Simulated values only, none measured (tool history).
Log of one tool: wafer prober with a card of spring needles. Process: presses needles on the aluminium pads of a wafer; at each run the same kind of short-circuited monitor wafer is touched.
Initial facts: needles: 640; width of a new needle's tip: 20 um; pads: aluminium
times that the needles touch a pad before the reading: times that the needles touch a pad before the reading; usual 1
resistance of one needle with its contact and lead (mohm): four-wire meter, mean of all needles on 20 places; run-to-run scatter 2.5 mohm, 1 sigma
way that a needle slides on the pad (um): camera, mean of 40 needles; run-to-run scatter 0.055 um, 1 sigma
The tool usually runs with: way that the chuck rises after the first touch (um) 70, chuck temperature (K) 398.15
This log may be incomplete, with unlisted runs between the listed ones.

run,hour,way that the chuck rises after the first touch (um),chuck temperature (K),times that the needles touch a pad before the reading,resistance of one needle with its contact and lead (mohm),way that a needle slides on the pad (um)
1,0,70,398.15,1,284,8.81
# hour 7.4: tips cleaned on abrasive film
2,14.3,70,398.15,1,277,8.78
# hour 20: tips cleaned on abrasive film
3,23,70,398.15,1,280,8.78
4,31.5,70,381.15,1,276,8.64
# hour 32.4: tips cleaned on abrasive film
5,40.9,65,398.15,1,287,8.19
# hour 45.1: tips cleaned on abrasive film
# hour 58.3: tips cleaned on abrasive film
6,59.7,65,398.15,1,291,8.04
# hour 71.9: tips cleaned on abrasive film
7,72.8,70,398.15,2,284,8.75
# hour 84.9: tips cleaned on abrasive film
8,86.6,70,398.15,2,277,8.61
# hour 97.4: tips cleaned on abrasive film
9,97.6,70,398.15,2,284,8.76
# hour 109.8: tips cleaned on abrasive film
10,114.8,71,398.15,1,279,8.89
# hour 122.9: tips cleaned on abrasive film
11,126.6,84,347.15,1,266,10.54

Run 12 comes next. What will it give?
# hour 135: tips cleaned on abrasive film
12,145,70,342.15,3,?,?

resistance of one needle with its contact and lead (mohm): 265
way that a needle slides on the pad (um): 8.75
Minus the tool's unlogged condition, the same run would have read resistance of one needle with its contact and lead (mohm) 265, way that a needle slides on the pad (um) 8.75.
